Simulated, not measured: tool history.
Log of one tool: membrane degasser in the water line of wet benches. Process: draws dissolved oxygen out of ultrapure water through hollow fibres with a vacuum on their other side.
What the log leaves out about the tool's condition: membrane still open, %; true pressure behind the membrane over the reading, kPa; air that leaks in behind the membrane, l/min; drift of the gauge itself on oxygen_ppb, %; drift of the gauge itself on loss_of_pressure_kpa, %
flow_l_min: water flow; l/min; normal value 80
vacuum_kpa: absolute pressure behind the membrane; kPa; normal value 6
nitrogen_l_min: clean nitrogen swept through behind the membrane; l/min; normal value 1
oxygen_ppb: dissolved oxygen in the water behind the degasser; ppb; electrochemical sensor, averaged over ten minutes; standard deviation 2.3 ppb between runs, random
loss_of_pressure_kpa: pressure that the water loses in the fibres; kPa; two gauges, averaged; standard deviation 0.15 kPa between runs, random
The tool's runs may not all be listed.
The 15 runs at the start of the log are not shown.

run,hour,flow_l_min,vacuum_kpa,nitrogen_l_min,hours since the membrane was changed,hours since the vacuum gauge was calibrated,hours since the vacuum lines were made tight,oxygen_ppb,loss_of_pressure_kpa
16,2314.4,80,6,1,6809,2124,5431,450.4,34.37
17,2482.2,80,6,1.64,6976,2292,5599,339.9,34.73
18,2589.1,127,6,1.64,7083,2399,5706,601.1,54.59
19,2716.1,127,6,0.45,7210,2526,5833,914,54.9
20,2893.6,127,14.62,0.59,7388,2703,6011,2422.3,54.83
21,3022.6,85,10.37,2.37,7517,2832,6140,598.7,36.6
22,3171.8,85,10.37,2.37,7666,2982,6289,594.4,36.81
23,3374.2,56,5.99,1,7868,3184,6491,312.5,24.19
24,3528.2,56,5.99,1,8022,3338,6645,312.3,24.15
25,3682.4,80,4.27,1.84,8177,3492,6799,179.2,34.74
26,3822.7,80,4.27,1.84,8317,3632,6940,178.9,34.36
# hour 3843.8: seals of the vacuum lines changed
27,4043.8,80,6.48,1.16,8536,3852,200,464.5,34.37
# hour 4181.1: vacuum gauge calibrated
28,4214.9,73,9.32,1.03,8706,34,371,767.3,31.46
29,4328.3,59,11.57,2.75,8820,147,484,412.5,25.44
30,4520,70,11.57,0.65,9012,339,676,1269.2,30.2
31,4721.1,80,6,1.05,9213,540,877,435,34.6
32,4933.5,95,5.11,1.05,9425,752,1089,401.6,41.1

Here are 3 independent what-if runs from the current tool condition. What would each one return?
A,5105.8,66,5.11,1.05,9597,925,1261,?,?
B,5105.8,80,6,2.52,9597,925,1261,?,?
C,5105.8,89,5.11,1.05,9597,925,1261,?,?

run,oxygen_ppb,loss_of_pressure_kpa
A,259.9,28.46
B,269.2,34.47
C,370.3,38.27
The same runs, with their run-to-run variation unchanged, on a tool lacking any hidden condition would have given:
run,oxygen_ppb,loss_of_pressure_kpa
A,259.8,28.45
B,269.1,34.46
C,370.2,38.26

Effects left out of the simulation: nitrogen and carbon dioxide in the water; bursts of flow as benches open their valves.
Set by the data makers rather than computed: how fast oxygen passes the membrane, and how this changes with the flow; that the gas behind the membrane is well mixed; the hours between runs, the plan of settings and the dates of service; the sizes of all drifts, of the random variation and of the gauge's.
